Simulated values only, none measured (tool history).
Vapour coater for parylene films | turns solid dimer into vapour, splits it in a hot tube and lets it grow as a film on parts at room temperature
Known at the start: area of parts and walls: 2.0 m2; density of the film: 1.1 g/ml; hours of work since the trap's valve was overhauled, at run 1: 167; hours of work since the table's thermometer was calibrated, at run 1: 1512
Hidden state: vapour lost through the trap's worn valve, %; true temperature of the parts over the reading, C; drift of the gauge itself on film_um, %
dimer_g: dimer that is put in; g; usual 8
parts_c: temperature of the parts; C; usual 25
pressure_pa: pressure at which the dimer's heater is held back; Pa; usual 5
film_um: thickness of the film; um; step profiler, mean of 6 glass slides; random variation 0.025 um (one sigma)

run,hour,dimer_g,parts_c,pressure_pa,hours of work since the trap's valve was overhauled,hours of work since the table's thermometer was calibrated,film_um
1,0,8,25,5,167,1512,1.67
2,46.8,8,25,5,193,1537,1.69
3,130.7,8,25,7.44,238,1582,1.56
4,186.5,8,25,7.44,268,1612,1.5
# hour 234.9: trap's valve overhauled
5,236.3,8,25,7.44,1,1637,1.72
6,321.1,8,25,7.44,46,1682,1.65
7,406.8,5,33,2.87,92,1728,0.81
8,464.2,5,33,2.87,123,1759,0.83
9,547.6,5,22,4.71,168,1804,1.2
# hour 623.2: table's thermometer calibrated
10,623.2,8,25,10.77,208,0,1.52
11,705.4,8,25,3.13,253,44,1.86
12,771,11,25,10.2,288,79,2.02

Forecast each of these 3 alternatives for the next run:
# hour 782: trap's valve overhauled
A,823,3,23,3.64,22,105,?
# hour 782: trap's valve overhauled
B,823,4,32,10.2,22,105,?
# hour 782: trap's valve overhauled
C,823,11,28,10.2,22,105,?

run,film_um
A,0.8
B,0.57
C,2.02
Without the tool's hidden state the same runs would have given:
run,film_um
A,0.81
B,0.58
C,2.05

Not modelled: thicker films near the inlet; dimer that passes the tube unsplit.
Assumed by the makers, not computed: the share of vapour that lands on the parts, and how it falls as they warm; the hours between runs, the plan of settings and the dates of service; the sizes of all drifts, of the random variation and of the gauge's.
